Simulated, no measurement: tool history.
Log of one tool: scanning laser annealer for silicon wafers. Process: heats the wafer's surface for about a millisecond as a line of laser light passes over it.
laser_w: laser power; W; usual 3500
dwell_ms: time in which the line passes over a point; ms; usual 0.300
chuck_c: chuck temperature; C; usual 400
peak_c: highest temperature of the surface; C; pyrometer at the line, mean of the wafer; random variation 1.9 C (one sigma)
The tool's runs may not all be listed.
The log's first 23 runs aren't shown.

{"run": 24, "day": 22.7, "laser_w": 3500, "dwell_ms": 0.3, "chuck_c": 374, "peak_c": 1137}
{"run": 25, "day": 23.767, "laser_w": 3618, "dwell_ms": 0.3, "chuck_c": 419, "peak_c": 1207}
{"run": 26, "day": 24.6, "laser_w": 3500, "dwell_ms": 0.3, "chuck_c": 400, "peak_c": 1161}
{"run": 27, "day": 25.921, "laser_w": 3256, "dwell_ms": 0.257, "chuck_c": 400, "peak_c": 1049}
{"run": 28, "day": 26.7, "laser_w": 3256, "dwell_ms": 0.257, "chuck_c": 400, "peak_c": 1050}
{"day": 26.892, "done": "window over the wafer cleaned"}
{"run": 29, "day": 28.017, "laser_w": 3256, "dwell_ms": 0.257, "chuck_c": 400, "peak_c": 1040}
{"run": 30, "day": 28.858, "laser_w": 3256, "dwell_ms": 0.257, "chuck_c": 400, "peak_c": 1038}
{"day": 29.258, "done": "window over the wafer cleaned, once more"}
{"run": 31, "day": 30.0, "laser_w": 3256, "dwell_ms": 0.257, "chuck_c": 400, "peak_c": 1074}
{"run": 32, "day": 30.717, "laser_w": 3159, "dwell_ms": 0.355, "chuck_c": 438, "peak_c": 1214}
{"run": 33, "day": 31.308, "laser_w": 3498, "dwell_ms": 0.294, "chuck_c": 391, "peak_c": 1170}
{"run": 34, "day": 32.279, "laser_w": 3498, "dwell_ms": 0.294, "chuck_c": 391, "peak_c": 1170}
{"run": 35, "day": 33.0, "laser_w": 3663, "dwell_ms": 0.299, "chuck_c": 425, "peak_c": 1256}
{"run": 36, "day": 34.046, "laser_w": 3663, "dwell_ms": 0.299, "chuck_c": 425, "peak_c": 1252}
{"run": 37, "day": 35.346, "laser_w": 3663, "dwell_ms": 0.299, "chuck_c": 390, "peak_c": 1218}
{"run": 38, "day": 36.588, "laser_w": 3236, "dwell_ms": 0.328, "chuck_c": 409, "peak_c": 1170}
{"run": 39, "day": 37.567, "laser_w": 3236, "dwell_ms": 0.328, "chuck_c": 409, "peak_c": 1171}
{"run": 40, "day": 38.917, "laser_w": 3196, "dwell_ms": 0.295, "chuck_c": 425, "peak_c": 1135}

5 ways to go on from here, each from the tool as it stands after run 40. What would each give?
{"run": "A", "day": 40.004, "laser_w": 3500, "dwell_ms": 0.225, "chuck_c": 431, "peak_c": "?"}
{"run": "B", "day": 40.004, "laser_w": 3500, "dwell_ms": 0.268, "chuck_c": 370, "peak_c": "?"}
{"run": "C", "day": 40.004, "laser_w": 3196, "dwell_ms": 0.285, "chuck_c": 365, "peak_c": "?"}
{"run": "D", "day": 40.004, "laser_w": 3101, "dwell_ms": 0.38, "chuck_c": 426, "peak_c": "?"}
{"run": "E", "day": 40.004, "laser_w": 3155, "dwell_ms": 0.262, "chuck_c": 425, "peak_c": "?"}

run=A peak_c=1103
run=B peak_c=1108
run=C peak_c=1056
run=D peak_c=1213
run=E peak_c=1081
Without the tool's hidden state the same runs would have given:
run=A peak_c=1109
run=B peak_c=1114
run=C peak_c=1062
run=D peak_c=1219
run=E peak_c=1086

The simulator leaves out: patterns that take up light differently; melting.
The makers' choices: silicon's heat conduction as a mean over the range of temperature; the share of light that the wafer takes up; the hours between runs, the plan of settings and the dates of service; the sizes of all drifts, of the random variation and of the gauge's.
